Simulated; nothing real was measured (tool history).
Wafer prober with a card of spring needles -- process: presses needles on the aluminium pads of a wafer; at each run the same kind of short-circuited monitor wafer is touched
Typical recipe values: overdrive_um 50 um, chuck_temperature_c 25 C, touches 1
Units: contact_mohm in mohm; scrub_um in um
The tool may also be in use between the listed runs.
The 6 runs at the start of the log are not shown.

{"hour": 99.4, "done": "tips cleaned on abrasive film"}
{"run": 7, "hour": 106.6, "overdrive_um": 50, "chuck_temperature_c": 25, "touches": 1, "contact_mohm": 175, "scrub_um": 7.35}
{"hour": 112.0, "done": "tips cleaned on abrasive film"}
{"hour": 124.3, "done": "tips cleaned on abrasive film"}
{"run": 8, "hour": 125.0, "overdrive_um": 50, "chuck_temperature_c": 25, "touches": 1, "contact_mohm": 175, "scrub_um": 7.33}
{"hour": 136.1, "done": "tips cleaned on abrasive film"}
{"hour": 136.4, "done": "height of the first contact set anew"}
{"run": 9, "hour": 136.4, "overdrive_um": 50, "chuck_temperature_c": 25, "touches": 2, "contact_mohm": 172, "scrub_um": 7.32}
{"run": 10, "hour": 146.9, "overdrive_um": 50, "chuck_temperature_c": 31, "touches": 1, "contact_mohm": 172, "scrub_um": 7.32}
{"hour": 149.2, "done": "tips cleaned on abrasive film"}
{"hour": 161.0, "done": "tips cleaned on abrasive film"}
{"run": 11, "hour": 168.5, "overdrive_um": 50, "chuck_temperature_c": 25, "touches": 1, "contact_mohm": 170, "scrub_um": 7.32}
{"hour": 172.9, "done": "tips cleaned on abrasive film"}
{"hour": 184.8, "done": "tips cleaned on abrasive film"}
{"run": 12, "hour": 189.7, "overdrive_um": 50, "chuck_temperature_c": 25, "touches": 1, "contact_mohm": 173, "scrub_um": 7.31}
{"hour": 197.1, "done": "tips cleaned on abrasive film"}
{"run": 13, "hour": 200.9, "overdrive_um": 50, "chuck_temperature_c": 25, "touches": 1, "contact_mohm": 171, "scrub_um": 7.3}
{"hour": 208.9, "done": "tips cleaned on abrasive film"}
{"hour": 221.9, "done": "tips cleaned on abrasive film"}
{"run": 14, "hour": 222.8, "overdrive_um": 50, "chuck_temperature_c": 25, "touches": 1, "contact_mohm": 172, "scrub_um": 7.3}
{"hour": 234.6, "done": "tips cleaned on abrasive film"}
{"run": 15, "hour": 235.4, "overdrive_um": 50, "chuck_temperature_c": 25, "touches": 1, "contact_mohm": 171, "scrub_um": 7.29}
{"hour": 240.2, "done": "height of the first contact set anew"}
{"hour": 247.0, "done": "tips cleaned on abrasive film"}
{"run": 16, "hour": 247.0, "overdrive_um": 50, "chuck_temperature_c": 25, "touches": 1, "contact_mohm": 170, "scrub_um": 7.3}
{"hour": 259.8, "done": "tips cleaned on abrasive film"}
{"run": 17, "hour": 263.0, "overdrive_um": 50, "chuck_temperature_c": 25, "touches": 1, "contact_mohm": 173, "scrub_um": 7.26}
{"hour": 273.4, "done": "tips cleaned on abrasive film"}
{"run": 18, "hour": 278.2, "overdrive_um": 50, "chuck_temperature_c": 25, "touches": 1, "contact_mohm": 172, "scrub_um": 7.29}
{"hour": 286.1, "done": "tips cleaned on abrasive film"}
{"run": 19, "hour": 288.9, "overdrive_um": 50, "chuck_temperature_c": 64, "touches": 2, "contact_mohm": 180, "scrub_um": 7.26}
{"hour": 299.1, "done": "tips cleaned on abrasive film"}
{"run": 20, "hour": 303.8, "overdrive_um": 50, "chuck_temperature_c": 43, "touches": 1, "contact_mohm": 177, "scrub_um": 7.27}
{"hour": 311.2, "done": "tips cleaned on abrasive film"}
{"run": 21, "hour": 316.7, "overdrive_um": 50, "chuck_temperature_c": 43, "touches": 1, "contact_mohm": 176, "scrub_um": 7.25}
{"hour": 323.7, "done": "tips cleaned on abrasive film"}
{"run": 22, "hour": 332.1, "overdrive_um": 43, "chuck_temperature_c": 49, "touches": 2, "contact_mohm": 182, "scrub_um": 6.24}

Run 23, settings as shown, results not yet in. Your forecast:
{"hour": 336.5, "done": "tips cleaned on abrasive film"}
{"hour": 345.6, "done": "height of the first contact set anew"}
{"run": 23, "hour": 348.3, "overdrive_um": 43, "chuck_temperature_c": 49, "touches": 2, "contact_mohm": "?", "scrub_um": "?"}

Run 23 gave contact_mohm 180 mohm, scrub_um 6.21 um.
The same run, on a tool lacking any hidden state, would have yielded contact_mohm 180 mohm, scrub_um 6.34 um.
